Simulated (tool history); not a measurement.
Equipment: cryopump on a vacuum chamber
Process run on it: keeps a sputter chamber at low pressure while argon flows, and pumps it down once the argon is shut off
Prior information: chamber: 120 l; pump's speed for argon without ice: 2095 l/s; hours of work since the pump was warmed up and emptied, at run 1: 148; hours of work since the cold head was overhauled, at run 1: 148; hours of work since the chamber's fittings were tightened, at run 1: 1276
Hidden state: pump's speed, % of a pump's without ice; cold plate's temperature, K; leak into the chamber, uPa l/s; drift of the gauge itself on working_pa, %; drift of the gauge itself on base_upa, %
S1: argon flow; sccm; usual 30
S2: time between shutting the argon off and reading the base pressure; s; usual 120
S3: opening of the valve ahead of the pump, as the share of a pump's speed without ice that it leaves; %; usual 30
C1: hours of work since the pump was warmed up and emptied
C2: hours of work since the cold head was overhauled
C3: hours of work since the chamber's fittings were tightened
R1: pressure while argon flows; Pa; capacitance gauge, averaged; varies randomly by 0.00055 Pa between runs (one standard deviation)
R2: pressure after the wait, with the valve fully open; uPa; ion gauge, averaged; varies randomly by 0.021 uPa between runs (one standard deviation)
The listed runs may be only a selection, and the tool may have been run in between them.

| run | day | S1 | S2 | S3 | C1 | C2 | C3 | R1 | R2 |
|---|---|---|---|---|---|---|---|---|---|
| 1 | 0 | 30 | 120 | 30 | 148 | 148 | 1276 | 0.0806 | 1.85 |
| 2 | 0.679 | 30 | 120 | 30 | 157 | 157 | 1284 | 0.0821 | 1.9 |
| 3 | 1.171 | 30 | 120 | 30 | 163 | 163 | 1291 | 0.0824 | 1.88 |
| 4 | 2.146 | 30 | 120 | 35 | 175 | 175 | 1303 | 0.0706 | 1.94 |
| 5 | 2.892 | 30 | 120 | 35 | 185 | 185 | 1313 | 0.0705 | 1.92 |
| 6 | 3.875 | 30 | 120 | 35 | 198 | 198 | 1325 | 0.0707 | 1.91 |
| 7 | 4.596 | 30 | 120 | 30 | 207 | 207 | 1335 | 0.0818 | 1.95 |
| 8 | 5.425 | 30 | 120 | 29 | 217 | 217 | 1345 | 0.0859 | 1.98 |
| 9 | 5.917 | 30 | 120 | 29 | 224 | 224 | 1351 | 0.0859 | 1.97 |
| 10 | 6.554 | 30 | 120 | 30 | 232 | 232 | 1360 | 0.0819 | 1.97 |
| 11 | 7.521 | 30 | 120 | 30 | 244 | 244 | 1372 | 0.0835 | 1.97 |
| 12 | 8.404 | 30 | 120 | 30 | 256 | 256 | 1383 | 0.0832 | 2.09 |
| 13 | 9.367 | 30 | 135 | 30 | 268 | 268 | 1396 | 0.0827 | 1.99 |
| 14 | 10.079 | 23 | 71 | 45 | 277 | 277 | 1405 | 0.0429 | 2.2 |
|  | 10.4 | leaking fittings of the chamber tightened, without venting |
| 15 | 10.867 | 30 | 62 | 17 | 286 | 286 | 6 | 0.1446 | 0.59 |
| 16 | 11.521 | 30 | 120 | 35 | 294 | 294 | 14 | 0.0711 | 0.41 |
| 17 | 12.317 | 30 | 120 | 35 | 305 | 305 | 25 | 0.0722 | 0.4 |
| 18 | 12.721 | 30 | 104 | 18 | 310 | 310 | 30 | 0.136 | 0.46 |
| 19 | 13.396 | 30 | 182 | 47 | 318 | 318 | 38 | 0.054 | 0.36 |
| 20 | 13.858 | 32 | 120 | 21 | 324 | 324 | 44 | 0.1249 | 0.43 |
| 21 | 14.633 | 32 | 120 | 21 | 334 | 334 | 54 | 0.1252 | 0.46 |
| 22 | 15.612 | 32 | 120 | 21 | 347 | 347 | 67 | 0.126 | 0.46 |
| 23 | 16.104 | 16 | 46 | 31 | 353 | 353 | 73 | 0.0433 | 0.82 |
| 24 | 17.067 | 16 | 46 | 31 | 365 | 365 | 85 | 0.0426 | 0.83 |
| 25 | 18.05 | 16 | 46 | 31 | 378 | 378 | 98 | 0.0433 | 0.85 |
| 26 | 18.742 | 16 | 46 | 31 | 387 | 387 | 107 | 0.043 | 0.88 |

Branching from run 26: 5 alternative next runs. What would each branch give?
| A | 19.254 | 30 | 108 | 31 | 394 | 394 | 113 | ? | ? |
| B | 19.254 | 29 | 46 | 31 | 394 | 394 | 113 | ? | ? |
| C | 19.254 | 16 | 93 | 59 | 394 | 394 | 113 | ? | ? |
| D | 19.254 | 16 | 46 | 21 | 394 | 394 | 113 | ? | ? |
| E | 19.254 | 16 | 126 | 15 | 394 | 394 | 113 | ? | ? |

| run | R1 | R2 |
|---|---|---|
| A | 0.0806 | 0.58 |
| B | 0.0782 | 0.86 |
| C | 0.0241 | 0.62 |
| D | 0.0633 | 0.86 |
| E | 0.0873 | 0.5 |
With no hidden state in the tool, these same runs would have given:
| run | R1 | R2 |
|---|---|---|
| A | 0.0776 | 0.41 |
| B | 0.0753 | 0.69 |
| C | 0.0225 | 0.44 |
| D | 0.0616 | 0.69 |
| E | 0.0857 | 0.32 |
